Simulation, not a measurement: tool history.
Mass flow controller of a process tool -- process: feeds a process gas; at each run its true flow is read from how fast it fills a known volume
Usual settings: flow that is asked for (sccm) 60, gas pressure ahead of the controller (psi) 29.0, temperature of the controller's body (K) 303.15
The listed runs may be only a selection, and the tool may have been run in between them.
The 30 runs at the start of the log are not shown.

run,hour,flow that is asked for (sccm),gas pressure ahead of the controller (psi),temperature of the controller's body (K),true flow (%)
31,9403.4,60,38.9,303.15,96.74
# hour 9577.7: controller exchanged for a calibrated one
32,9658.2,34,22.3,303.15,98.40
33,9886.6,12,24.5,308.15,97.47
34,10330.0,62,33.6,294.15,99.47
35,10654.7,60,21.5,303.15,98.47
36,11018.8,60,21.5,303.15,98.25
37,11481.5,43,29.0,300.15,98.20
38,11692.3,31,28.3,299.15,97.84
39,12142.6,68,29.0,312.15,98.09
40,12449.2,68,31.0,312.15,98.17
41,12900.3,68,31.0,312.15,97.93
42,13183.8,21,31.0,295.15,96.36
43,13502.2,21,31.0,295.15,96.30
44,13823.5,54,31.5,295.15,97.81

5 options for the next run, each taken on its own from the tool as it stands now. Forecast them:
A,14039.4,14,33.9,295.15,?
B,14039.4,12,22.0,293.15,?
C,14039.4,24,39.7,296.15,?
D,14039.4,16,32.5,297.15,?
E,14039.4,20,31.5,302.15,?

run,true flow (%)
A,94.54
B,93.46
C,96.50
D,94.97
E,95.42
Take away the tool's hidden state, keep each run's random variation, and the runs would have read:
run,true flow (%)
A,99.10
B,98.64
C,99.50
D,99.06
E,98.86
